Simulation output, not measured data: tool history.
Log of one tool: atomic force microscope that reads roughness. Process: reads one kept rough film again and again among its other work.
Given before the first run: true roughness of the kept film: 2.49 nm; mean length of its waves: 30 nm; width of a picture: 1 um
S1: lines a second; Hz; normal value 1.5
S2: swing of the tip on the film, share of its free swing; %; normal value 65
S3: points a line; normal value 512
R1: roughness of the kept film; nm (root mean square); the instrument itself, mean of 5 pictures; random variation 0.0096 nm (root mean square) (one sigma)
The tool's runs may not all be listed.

run    hour    S1  S2   S3     R1
  1       0   1.5  65  512  1.972
  2    39.1   1.5  87  512  1.855
  3    77.5   1.5  87  512  1.809
  4   143.1   1.5  65  388  1.823
      174.4  -- new tip fitted
  5     176  0.78  65  512  2.215
  6   204.8   1.5  65  512  2.164
  7   249.7   1.5  65  512  2.084
  8   291.9   1.5  65  512   2.05
  9   331.6   1.5  65  512  1.987
 10   362.1   1.5  65  512  1.959
 11   410.2   1.5  65  512  1.907
 12   458.1   1.5  65  512  1.849
 13     495   1.5  65  512  1.814
      528.5  -- new tip fitted
 14   562.3   1.5  65  455  2.127
 15   622.2   1.5  65  512  2.067
 16   676.4  0.85  65  512  2.012
 17   745.3   1.5  65  512  1.942
 18   792.9   1.5  65  512  1.883
 19   830.4   1.5  65  512  1.845
      884.1  -- new tip fitted
 20   892.1   1.5  65  512  2.173
 21   961.7   1.5  65  639  2.098
 22  1002.9   1.5  65  639  2.071
 23  1060.8   1.5  65  639  1.994
 24  1128.3   1.5  65  512  1.918
 25  1174.4   1.5  65  512  1.869
 26  1204.4   1.5  65  512  1.854
     1239.9  -- new tip fitted
 27  1261.4   1.5  65  512  2.142
 28  1315.7   1.5  65  512  2.072
 29  1359.9   1.5  65  512  2.045
 30  1416.7   1.5  65  512  1.952

What will run 31 give?
 31  1463  0.56  65  477   ?

R1: 1.939 nm (root mean square)
Take away the tool's hidden state, keep the run-to-run variation as it was, and the same run would have given R1 2.209 nm (root mean square).

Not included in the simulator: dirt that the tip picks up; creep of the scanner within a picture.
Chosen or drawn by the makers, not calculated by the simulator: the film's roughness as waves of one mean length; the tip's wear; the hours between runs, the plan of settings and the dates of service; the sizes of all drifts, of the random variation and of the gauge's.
